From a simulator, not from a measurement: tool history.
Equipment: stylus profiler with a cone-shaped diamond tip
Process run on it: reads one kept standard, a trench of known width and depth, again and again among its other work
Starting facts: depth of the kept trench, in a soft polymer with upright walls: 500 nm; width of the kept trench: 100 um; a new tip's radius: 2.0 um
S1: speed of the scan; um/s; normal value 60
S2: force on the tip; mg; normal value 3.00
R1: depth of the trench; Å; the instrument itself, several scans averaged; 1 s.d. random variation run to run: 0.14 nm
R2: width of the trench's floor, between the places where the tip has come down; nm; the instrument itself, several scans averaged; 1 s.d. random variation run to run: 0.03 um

run,hour,S1,S2,R1,R2
1,0.0,60,3.00,5061.0,96910
2,28.9,17,3.00,5062.7,96960
3,57.9,20,3.00,5063.2,96850
4,112.6,20,3.00,5065.7,96920
5,157.9,192,3.00,5065.3,96640
6,219.7,106,3.00,5066.6,96680
7,279.7,106,3.00,5066.3,96670
8,335.6,207,1.95,5057.8,96460
# hour 377.7: height scale calibrated on a step standard
9,385.7,17,1.95,5036.9,96780
10,436.8,20,3.96,5056.6,96800
11,499.2,17,1.52,5029.4,96800
12,562.8,64,5.48,5071.1,96740

Here are 5 independent what-if runs from the current tool condition. What would each one return?
A,621.8,42,6.04,?,?
B,621.8,60,1.34,?,?
C,621.8,45,4.07,?,?
D,621.8,64,1.73,?,?
E,621.8,84,1.29,?,?

run,R1,R2
A,5077.9,96780
B,5030.5,96630
C,5061.3,96710
D,5038.3,96680
E,5031.8,96630
Take away the tool's hidden state, keep each run's random variation, and the runs would have read:
run,R1,R2
A,5073.2,97360
B,5025.9,97210
C,5056.6,97290
D,5033.7,97250
E,5027.1,97200

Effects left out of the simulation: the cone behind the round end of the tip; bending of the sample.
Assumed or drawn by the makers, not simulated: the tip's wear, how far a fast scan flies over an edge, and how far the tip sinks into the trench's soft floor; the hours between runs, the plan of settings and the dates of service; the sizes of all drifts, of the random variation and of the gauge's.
